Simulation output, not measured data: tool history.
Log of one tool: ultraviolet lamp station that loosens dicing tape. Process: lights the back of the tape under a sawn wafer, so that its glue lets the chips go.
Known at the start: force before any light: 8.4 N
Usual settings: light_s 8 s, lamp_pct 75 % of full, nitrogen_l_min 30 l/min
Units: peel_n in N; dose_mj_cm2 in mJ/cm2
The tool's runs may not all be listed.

{"run": 1, "day": 0.0, "light_s": 8, "lamp_pct": 75, "nitrogen_l_min": 30, "peel_n": 1.494, "dose_mj_cm2": 271}
{"run": 2, "day": 0.471, "light_s": 6, "lamp_pct": 75, "nitrogen_l_min": 30, "peel_n": 2.259, "dose_mj_cm2": 199}
{"run": 3, "day": 0.812, "light_s": 6, "lamp_pct": 75, "nitrogen_l_min": 30, "peel_n": 2.207, "dose_mj_cm2": 199}
{"run": 4, "day": 1.217, "light_s": 8, "lamp_pct": 75, "nitrogen_l_min": 20, "peel_n": 1.93, "dose_mj_cm2": 270}
{"run": 5, "day": 1.712, "light_s": 8, "lamp_pct": 75, "nitrogen_l_min": 20, "peel_n": 1.932, "dose_mj_cm2": 270}
{"run": 6, "day": 2.067, "light_s": 8, "lamp_pct": 75, "nitrogen_l_min": 20, "peel_n": 1.973, "dose_mj_cm2": 268}
{"run": 7, "day": 2.4, "light_s": 8, "lamp_pct": 95, "nitrogen_l_min": 20, "peel_n": 1.458, "dose_mj_cm2": 320}
{"run": 8, "day": 2.946, "light_s": 8, "lamp_pct": 95, "nitrogen_l_min": 15, "peel_n": 1.831, "dose_mj_cm2": 314}
{"run": 9, "day": 3.321, "light_s": 6, "lamp_pct": 75, "nitrogen_l_min": 30, "peel_n": 2.556, "dose_mj_cm2": 187}
{"run": 10, "day": 3.788, "light_s": 6, "lamp_pct": 75, "nitrogen_l_min": 30, "peel_n": 2.047, "dose_mj_cm2": 217}
{"run": 11, "day": 4.196, "light_s": 8, "lamp_pct": 75, "nitrogen_l_min": 18, "peel_n": 1.83, "dose_mj_cm2": 297}
{"run": 12, "day": 4.575, "light_s": 8, "lamp_pct": 75, "nitrogen_l_min": 18, "peel_n": 1.828, "dose_mj_cm2": 290}
{"run": 13, "day": 4.833, "light_s": 8, "lamp_pct": 75, "nitrogen_l_min": 18, "peel_n": 1.851, "dose_mj_cm2": 294}
{"run": 14, "day": 5.104, "light_s": 9, "lamp_pct": 63, "nitrogen_l_min": 17, "peel_n": 2.079, "dose_mj_cm2": 280}
{"run": 15, "day": 5.604, "light_s": 9, "lamp_pct": 63, "nitrogen_l_min": 17, "peel_n": 2.051, "dose_mj_cm2": 279}
{"run": 16, "day": 5.979, "light_s": 9, "lamp_pct": 86, "nitrogen_l_min": 28, "peel_n": 0.853, "dose_mj_cm2": 378}
{"run": 17, "day": 6.425, "light_s": 7, "lamp_pct": 66, "nitrogen_l_min": 24, "peel_n": 2.231, "dose_mj_cm2": 228}
{"run": 18, "day": 6.871, "light_s": 7, "lamp_pct": 83, "nitrogen_l_min": 17, "peel_n": 2.06, "dose_mj_cm2": 282}
{"run": 19, "day": 7.375, "light_s": 7, "lamp_pct": 83, "nitrogen_l_min": 37, "peel_n": 1.19, "dose_mj_cm2": 281}
{"run": 20, "day": 7.683, "light_s": 7, "lamp_pct": 83, "nitrogen_l_min": 37, "peel_n": 1.285, "dose_mj_cm2": 282}

Taken out of this log: 2 entries between the listed runs. Where each belongs, and how the hidden state differs across it:
Between runs 6 and 7: window cleaned of glue's vapour (day 2.117)
  lamp's light, % of a new lamp's: 93 -> 92.9; light that the window lets through, % of a clean one's: 89.9 -> 84.1
  measured less the result without the state, peel_n: +0.475 -> +0.527 N; dose_mj_cm2: -52 -> -89 mJ/cm2
Between runs 9 and 10: window cleaned of glue's vapour, once more (day 3.675)
  lamp's light, % of a new lamp's: 92.6 -> 92.5; light that the window lets through, % of a clean one's: 83.8 -> 99.7
  measured less the result without the state, peel_n: +0.729 -> +0.225 N; dose_mj_cm2: -53 -> -18 mJ/cm2

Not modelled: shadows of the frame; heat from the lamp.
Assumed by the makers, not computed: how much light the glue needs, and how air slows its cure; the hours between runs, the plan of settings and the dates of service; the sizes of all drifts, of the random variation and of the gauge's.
